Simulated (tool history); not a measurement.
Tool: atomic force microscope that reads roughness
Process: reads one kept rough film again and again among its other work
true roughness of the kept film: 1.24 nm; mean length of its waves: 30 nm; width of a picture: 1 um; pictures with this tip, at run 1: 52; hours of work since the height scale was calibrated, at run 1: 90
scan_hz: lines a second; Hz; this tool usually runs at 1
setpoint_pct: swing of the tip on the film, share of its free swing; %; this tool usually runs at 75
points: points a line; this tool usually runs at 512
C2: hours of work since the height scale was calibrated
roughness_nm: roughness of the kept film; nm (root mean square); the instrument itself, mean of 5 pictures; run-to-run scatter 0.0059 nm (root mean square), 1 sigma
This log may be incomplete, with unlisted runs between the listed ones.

run 1 hour=0 | scan_hz=1 setpoint_pct=75 points=512 | pictures_with_this_tip=52 C2=90 | roughness_nm=0.974
run 2 hour=8.3 | scan_hz=1 setpoint_pct=75 points=512 | pictures_with_this_tip=62 C2=94 | roughness_nm=0.963
run 3 hour=14.2 | scan_hz=1 setpoint_pct=75 points=512 | pictures_with_this_tip=69 C2=98 | roughness_nm=0.967
run 4 hour=24.2 | scan_hz=1 setpoint_pct=75 points=512 | pictures_with_this_tip=82 C2=103 | roughness_nm=0.931
run 5 hour=32.4 | scan_hz=1 setpoint_pct=75 points=512 | pictures_with_this_tip=92 C2=107 | roughness_nm=0.933
-- hour=37.5 new tip fitted
run 6 hour=38.9 | scan_hz=1 setpoint_pct=75 points=512 | pictures_with_this_tip=2 C2=111 | roughness_nm=1.07
run 7 hour=47.4 | scan_hz=1 setpoint_pct=78 points=512 | pictures_with_this_tip=12 C2=115 | roughness_nm=1.043
run 8 hour=52.2 | scan_hz=1 setpoint_pct=78 points=512 | pictures_with_this_tip=18 C2=118 | roughness_nm=1.037
run 9 hour=58 | scan_hz=1 setpoint_pct=78 points=512 | pictures_with_this_tip=26 C2=121 | roughness_nm=1.019
run 10 hour=62.2 | scan_hz=1 setpoint_pct=66 points=512 | pictures_with_this_tip=31 C2=123 | roughness_nm=1.053
run 11 hour=71.8 | scan_hz=1 setpoint_pct=66 points=512 | pictures_with_this_tip=43 C2=128 | roughness_nm=1.03
run 12 hour=80.5 | scan_hz=2.54 setpoint_pct=75 points=512 | pictures_with_this_tip=54 C2=133 | roughness_nm=0.879
run 13 hour=89.5 | scan_hz=2.54 setpoint_pct=75 points=512 | pictures_with_this_tip=65 C2=138 | roughness_nm=0.87
run 14 hour=98.5 | scan_hz=2.54 setpoint_pct=75 points=512 | pictures_with_this_tip=76 C2=143 | roughness_nm=0.852
run 15 hour=106 | scan_hz=1 setpoint_pct=75 points=512 | pictures_with_this_tip=85 C2=147 | roughness_nm=0.939
run 16 hour=110.2 | scan_hz=1 setpoint_pct=75 points=512 | pictures_with_this_tip=91 C2=149 | roughness_nm=0.943
-- hour=116.9 new tip fitted
run 17 hour=120.8 | scan_hz=1 setpoint_pct=75 points=512 | pictures_with_this_tip=5 C2=154 | roughness_nm=1.081
run 18 hour=125.1 | scan_hz=1 setpoint_pct=75 points=512 | pictures_with_this_tip=11 C2=157 | roughness_nm=1.053
run 19 hour=132.6 | scan_hz=1.08 setpoint_pct=75 points=512 | pictures_with_this_tip=20 C2=161 | roughness_nm=1.038
run 20 hour=140.4 | scan_hz=1.08 setpoint_pct=75 points=512 | pictures_with_this_tip=30 C2=165 | roughness_nm=1.022
run 21 hour=145.3 | scan_hz=1 setpoint_pct=75 points=741 | pictures_with_this_tip=36 C2=167 | roughness_nm=1.012
run 22 hour=152.2 | scan_hz=2.26 setpoint_pct=75 points=741 | pictures_with_this_tip=45 C2=171 | roughness_nm=0.92
run 23 hour=160.9 | scan_hz=2.26 setpoint_pct=75 points=741 | pictures_with_this_tip=55 C2=176 | roughness_nm=0.907
run 24 hour=169.6 | scan_hz=2.26 setpoint_pct=75 points=741 | pictures_with_this_tip=66 C2=180 | roughness_nm=0.891
run 25 hour=174.5 | scan_hz=1 setpoint_pct=75 points=512 | pictures_with_this_tip=73 C2=183 | roughness_nm=0.96
run 26 hour=183.1 | scan_hz=0.58 setpoint_pct=75 points=275 | pictures_with_this_tip=83 C2=188 | roughness_nm=0.96
run 27 hour=189.2 | scan_hz=0.58 setpoint_pct=78 points=793 | pictures_with_this_tip=91 C2=191 | roughness_nm=0.955
-- hour=195.6 new tip fitted
run 28 hour=195.6 | scan_hz=0.58 setpoint_pct=78 points=793 | pictures_with_this_tip=0 C2=194 | roughness_nm=1.103
run 29 hour=199.8 | scan_hz=0.6 setpoint_pct=78 points=923 | pictures_with_this_tip=5 C2=196 | roughness_nm=1.097
run 30 hour=205.8 | scan_hz=0.88 setpoint_pct=87 points=274 | pictures_with_this_tip=13 C2=200 | roughness_nm=0.996
run 31 hour=213.8 | scan_hz=3.52 setpoint_pct=90 points=366 | pictures_with_this_tip=23 C2=204 | roughness_nm=0.695
run 32 hour=224 | scan_hz=1.93 setpoint_pct=90 points=580 | pictures_with_this_tip=36 C2=209 | roughness_nm=0.821
run 33 hour=230.9 | scan_hz=1.2 setpoint_pct=84 points=317 | pictures_with_this_tip=44 C2=213 | roughness_nm=0.941
run 34 hour=240.9 | scan_hz=2.15 setpoint_pct=74 points=317 | pictures_with_this_tip=57 C2=219 | roughness_nm=0.909
run 35 hour=245 | scan_hz=2.15 setpoint_pct=62 points=1010 | pictures_with_this_tip=62 C2=221 | roughness_nm=0.968
run 36 hour=255.2 | scan_hz=1.5 setpoint_pct=59 points=314 | pictures_with_this_tip=75 C2=226 | roughness_nm=0.988
run 37 hour=260.1 | scan_hz=1.01 setpoint_pct=75 points=678 | pictures_with_this_tip=81 C2=229 | roughness_nm=0.939
run 38 hour=268.6 | scan_hz=2.34 setpoint_pct=76 points=557 | pictures_with_this_tip=91 C2=233 | roughness_nm=0.846
-- hour=274.6 new tip fitted
run 39 hour=276.8 | scan_hz=1.67 setpoint_pct=76 points=258 | pictures_with_this_tip=3 C2=238 | roughness_nm=1
run 40 hour=282.2 | scan_hz=1.67 setpoint_pct=76 points=258 | pictures_with_this_tip=10 C2=240 | roughness_nm=0.983
run 41 hour=287.8 | scan_hz=1.67 setpoint_pct=76 points=258 | pictures_with_this_tip=17 C2=243 | roughness_nm=0.988
run 42 hour=296.4 | scan_hz=3.4 setpoint_pct=58 points=486 | pictures_with_this_tip=28 C2=248 | roughness_nm=1.007
run 43 hour=305.3 | scan_hz=1 setpoint_pct=61 points=512 | pictures_with_this_tip=39 C2=253 | roughness_nm=1.054
run 44 hour=311 | scan_hz=1 setpoint_pct=75 points=271 | pictures_with_this_tip=46 C2=256 | roughness_nm=0.993
run 45 hour=320.9 | scan_hz=1 setpoint_pct=75 points=656 | pictures_with_this_tip=58 C2=261 | roughness_nm=0.978
run 46 hour=326.6 | scan_hz=3.3 setpoint_pct=84 points=512 | pictures_with_this_tip=65 C2=264 | roughness_nm=0.738
run 47 hour=331 | scan_hz=1 setpoint_pct=79 points=512 | pictures_with_this_tip=71 C2=267 | roughness_nm=0.947
run 48 hour=335.9 | scan_hz=3.32 setpoint_pct=81 points=540 | pictures_with_this_tip=77 C2=269 | roughness_nm=0.758
run 49 hour=346 | scan_hz=0.62 setpoint_pct=75 points=411 | pictures_with_this_tip=90 C2=275 | roughness_nm=0.96
-- hour=353.1 new tip fitted
run 50 hour=355.4 | scan_hz=0.62 setpoint_pct=75 points=411 | pictures_with_this_tip=3 C2=280 | roughness_nm=1.095

Selected run-to-run steps in roughness_nm, each split into two signed amounts: the part the tool would show with no hidden state at all (from settings, incoming material and random variation), and the remainder, which goes to the hidden state together with any gauge scatter not common to the measured and the hidden-state-free results:
Hidden conditions of the tool in this case: radius of the tip, nm; height scale over the true one, %; drift of the gauge itself on roughness_nm, %.
Run 5 -> 6: new tip fitted. roughness_nm +0.137 nm (root mean square): hidden state +0.147, all else -0.01.
Run 27 -> 28: new tip fitted. roughness_nm +0.148 nm (root mean square): hidden state +0.147, all else +0.001.
Run 30 -> 31: scan_hz 0.88 -> 3.52, setpoint_pct 87 -> 90, points 274 -> 366. roughness_nm -0.301 nm (root mean square): hidden state -0.004, all else -0.297.
Run 45 -> 46: scan_hz 1 -> 3.3, setpoint_pct 75 -> 84, points 656 -> 512. roughness_nm -0.24 nm (root mean square): hidden state +0.018, all else -0.258.
Run 46 -> 47: scan_hz 3.3 -> 1, setpoint_pct 84 -> 79. roughness_nm +0.209 nm (root mean square): hidden state -0.034, all else +0.243.
Run 49 -> 50: new tip fitted. roughness_nm +0.135 nm (root mean square): hidden state +0.141, all else -0.006.
